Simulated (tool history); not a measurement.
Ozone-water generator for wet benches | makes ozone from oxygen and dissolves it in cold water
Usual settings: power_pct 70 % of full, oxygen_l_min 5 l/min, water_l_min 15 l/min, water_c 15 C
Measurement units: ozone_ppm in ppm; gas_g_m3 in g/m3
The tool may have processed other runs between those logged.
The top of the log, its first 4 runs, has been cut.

run	hour	power_pct	oxygen_l_min	water_l_min	water_c	ozone_ppm	gas_g_m3
5	185.8	70	5	15	15	40.3	280.0
6	229.0	70	5	15	15	40.1	282.3
7	256.4	70	5	20	15	31.9	281.1
8	280.2	70	5	20	15	32.2	279.5
9	332.5	70	5	20	15	32.5	280.3
10	382.4	70	5	20	15	32.4	283.8
11	412.6	70	5	20	15	32.4	279.6
12	463.6	70	5	20	15	32.1	282.7
13	499.3	70	5	20	15	31.9	281.5
14	547.9	70	5	20	15	32.3	282.1
15	576.8	70	5	15	15	40.1	284.8
16	615.0	70	5	15	15	40.2	286.1

Run 17, settings as shown, results not yet in. Your forecast:
17	650.2	70	5	15	15	?	?

Run 17 yielded ozone_ppm 40.3 ppm, gas_g_m3 283.9 g/m3.
Without the tool's hidden state the same run would have given ozone_ppm 40.3 ppm, gas_g_m3 277.5 g/m3.

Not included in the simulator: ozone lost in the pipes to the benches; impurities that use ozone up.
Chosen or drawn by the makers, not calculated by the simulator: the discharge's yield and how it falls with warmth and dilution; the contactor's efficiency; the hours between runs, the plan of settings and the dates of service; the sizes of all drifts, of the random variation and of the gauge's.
